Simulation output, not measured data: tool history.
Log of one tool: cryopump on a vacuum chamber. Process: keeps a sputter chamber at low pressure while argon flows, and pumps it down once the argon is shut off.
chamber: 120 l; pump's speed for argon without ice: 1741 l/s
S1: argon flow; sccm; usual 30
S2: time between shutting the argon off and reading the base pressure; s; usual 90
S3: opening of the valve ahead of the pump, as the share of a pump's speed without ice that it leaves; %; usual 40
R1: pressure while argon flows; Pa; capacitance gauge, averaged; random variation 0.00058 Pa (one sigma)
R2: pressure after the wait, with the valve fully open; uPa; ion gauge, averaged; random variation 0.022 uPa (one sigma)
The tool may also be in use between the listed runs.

run   hour  S1   S2  S3      R1    R2
  1      0  30   90  40  0.0772  1.02
  2   62.8  30   90  40  0.0769  1.07
  3  115.2  30   90  40  0.0772  1.02
  4  172.6  30   31  40  0.0779  1.91
  5  208.5  30   31  40   0.078  2.01
  6  245.5  30   90  40  0.0785  1.14
  7  277.8  30   90  40   0.079  1.07
  8    325  27   90  40    0.07  1.14
  9  371.3  27   90  40  0.0712  1.14
 10  430.3  47   90  16   0.296  1.18
 11  476.8  19  287  40   0.051  0.86
 12  540.3  29   90  30  0.1008  1.18
 13  585.3  29   90  30  0.1019  1.19
 14  644.8  20   76  44  0.0499  1.33
 15  702.3  14   36  21   0.069  2.05
 16  732.2  14   36  21   0.068  2.03
 17  798.2  14   36  21  0.0696  1.99

4 ways to go on from here, each from the tool as it stands after run 17. What would each give?
  A  850.9  30  38  29   ?   ?
  B  850.9  40  36  21   ?   ?
  C  850.9  51  36  55   ?   ?
  D  850.9  16  48  21   ?   ?

run      R1    R2
  A  0.1113  1.95
  B  0.1988  2.06
  C  0.1077  2.05
  D  0.0796  1.72
Without the tool's hidden state the same runs would have given:
run      R1    R2
  A  0.1005  1.27
  B  0.1845  1.37
  C  0.0895  1.37
  D  0.0738  1.05
